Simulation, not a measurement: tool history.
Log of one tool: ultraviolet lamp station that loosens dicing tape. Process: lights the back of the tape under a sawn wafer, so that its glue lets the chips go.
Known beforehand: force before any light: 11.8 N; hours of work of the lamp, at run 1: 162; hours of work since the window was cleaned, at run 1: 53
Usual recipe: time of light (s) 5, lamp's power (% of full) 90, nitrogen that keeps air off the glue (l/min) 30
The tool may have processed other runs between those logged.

run   hour  time of light (s)  lamp's power (% of full)  nitrogen that keeps air off the glue (l/min)  hours of work of the lamp  hours of work since the window was cleaned  force that peels the tape off (N)  light that reached the tape (mJ/cm2)
  1    0.0                  5                        90                                            30                        162                                          53                              1.020                                   600
  2   39.3                  5                        90                                            30                        184                                          75                              1.037                                   603
  3   66.1                  5                        93                                            30                        200                                          91                              0.969                                   619
  4   90.1                  5                        93                                            30                        214                                         105                              0.953                                   610
  5  128.2                  5                        90                                            31                        235                                         126                              0.998                                   595
  6  178.6                  2                        90                                            30                        264                                         155                              4.439                                   237
  7  214.9                  5                        90                                            30                        285                                         176                              1.028                                   601
  8  250.1                  5                        90                                            30                        306                                         197                              1.033                                   596
  9  297.5                  5                        90                                            30                        333                                         224                              1.035                                   596
 10  319.5                  5                        90                                            30                        346                                         237                              1.053                                   603
 11  356.9                  5                        90                                            30                        367                                         258                              1.022                                   602
 12  399.6                  5                        90                                            30                        392                                         283                              1.045                                   598

Run 13, settings as shown, results not yet in. Your forecast:
 13  426.6                  6                        67                                            30                        407                                         298                                  ?                                     ?

force that peels the tape off (N): 1.309
light that reached the tape (mJ/cm2): 534
If the tool had no hidden condition, the same run with the same run-to-run variation would have returned force that peels the tape off (N) 1.304, light that reached the tape (mJ/cm2) 535.
